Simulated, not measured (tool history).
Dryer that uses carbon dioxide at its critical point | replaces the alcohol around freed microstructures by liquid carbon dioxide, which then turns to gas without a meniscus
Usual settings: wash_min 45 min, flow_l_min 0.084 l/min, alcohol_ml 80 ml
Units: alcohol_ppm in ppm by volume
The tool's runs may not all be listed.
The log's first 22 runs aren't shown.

run,day,wash_min,flow_l_min,alcohol_ml,hours of work since the filter was changed,hours of work since the purifier's bed was changed,alcohol_ppm
23,44,61,0.102,80,576,1179,108
24,45.45,45,0.084,49,593,1196,359
# day 45.904: inlet filter changed
25,46.946,45,0.084,49,13,1214,293
# day 49.129: purifier's bed changed
26,49.129,44,0.0776,23,37,0,168
27,52.021,44,0.0776,23,72,35,181
28,54.617,44,0.0776,23,104,66,181
29,56.479,44,0.0776,23,126,89,170
30,58.558,44,0.0776,23,151,114,187
31,59.85,45,0.0584,44,167,129,1223
32,62.262,34,0.1209,44,196,158,138
33,63.783,34,0.1209,75,214,177,221
34,65.742,34,0.1209,75,238,200,221

Forecast each of these 3 alternatives for the next run:
A,68.046,48,0.0846,37,266,228,?
B,68.046,58,0.0678,38,266,228,?
C,68.046,45,0.058,23,266,228,?

run,alcohol_ppm
A,126
B,153
C,683
Without the tool's hidden state the same runs would have given:
run,alcohol_ppm
A,90
B,111
C,584

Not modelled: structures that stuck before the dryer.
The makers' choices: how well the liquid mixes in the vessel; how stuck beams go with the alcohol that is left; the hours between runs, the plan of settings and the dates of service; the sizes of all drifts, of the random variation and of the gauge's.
